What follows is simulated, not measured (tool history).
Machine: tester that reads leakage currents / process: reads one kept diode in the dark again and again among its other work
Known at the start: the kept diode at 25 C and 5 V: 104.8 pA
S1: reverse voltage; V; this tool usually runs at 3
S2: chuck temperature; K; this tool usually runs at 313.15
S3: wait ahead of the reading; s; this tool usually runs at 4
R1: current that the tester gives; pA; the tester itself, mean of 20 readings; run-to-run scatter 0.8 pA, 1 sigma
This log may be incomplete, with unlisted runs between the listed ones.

| run | hour | S1 | S2 | S3 | R1 |
|---|---|---|---|---|---|
| 1 | 0 | 3 | 313.15 | 4 | 278.14 |
| 2 | 163.8 | 3 | 313.15 | 4 | 281.24 |
| 3 | 386 | 3 | 313.15 | 4 | 286.41 |
| 4 | 536.4 | 3 | 313.15 | 4 | 288.65 |
| 5 | 732.6 | 3 | 313.15 | 4 | 294.03 |
|  | 803.4 | chuck's temperature calibrated |
| 6 | 840.9 | 3 | 313.15 | 4 | 270.43 |
| 7 | 1006 | 3 | 313.15 | 4 | 272.35 |
|  | 1023 | tester calibrated |
| 8 | 1152.7 | 3 | 313.15 | 4 | 275.8 |
| 9 | 1299.3 | 3 | 313.15 | 4 | 278.36 |
|  | 1501.4 | tester calibrated, once more |
| 10 | 1507.9 | 3 | 313.15 | 4 | 284.78 |
| 11 | 1624 | 3 | 313.15 | 4 | 285.75 |
| 12 | 1779.5 | 3 | 313.15 | 4 | 289.36 |
| 13 | 1885.3 | 16.52 | 313.15 | 0.82 | 594.35 |
| 14 | 1990.9 | 16.52 | 307.15 | 0.72 | 385.77 |
| 15 | 2213.4 | 8.35 | 323.15 | 3.18 | 922.18 |
|  | 2300.4 | chuck's temperature calibrated |
| 16 | 2350.9 | 8.35 | 323.15 | 3.18 | 820.95 |
| 17 | 2463.3 | 8.35 | 323.15 | 3.18 | 832.14 |
| 18 | 2674.8 | 8.35 | 323.15 | 3.18 | 846.32 |
| 19 | 2883 | 8.35 | 323.15 | 3.18 | 857.06 |
| 20 | 3107.1 | 7.28 | 313.15 | 2.77 | 407.33 |
| 21 | 3300.8 | 2.2 | 313.15 | 1.65 | 251.51 |
| 22 | 3440.4 | 3 | 328.15 | 3.24 | 812.58 |
| 23 | 3652.9 | 3 | 328.15 | 3.24 | 820.8 |
| 24 | 3777 | 7.04 | 295.15 | 0.36 | 109.46 |

Hidden state or all else? Some run-to-run changes of R1, split into what the settings, what came in and random variation would give without the hidden state, and what is left for the hidden state (with any gauge scatter that isn't in both results):
Hidden conditions of the tool in this case: stray current of the dirty probe card, pA a volt; current scale over the true one, %; true chuck temperature over the reading, C; drift of the gauge itself on leakage_pa, %.
Run 15 -> 16: chuck's temperature calibrated. R1 -101.23 pA: hidden state -91.84, all else -9.39.
Run 21 -> 22: S1 2.2 -> 3, S2 313.15 -> 328.15, S3 1.65 -> 3.24. R1 +561.07 pA: hidden state +40.28, all else +520.79.
Run 23 -> 24: S1 3 -> 7.04, S2 328.15 -> 295.15, S3 3.24 -> 0.36. R1 -711.34 pA: hidden state -55.72, all else -655.62.

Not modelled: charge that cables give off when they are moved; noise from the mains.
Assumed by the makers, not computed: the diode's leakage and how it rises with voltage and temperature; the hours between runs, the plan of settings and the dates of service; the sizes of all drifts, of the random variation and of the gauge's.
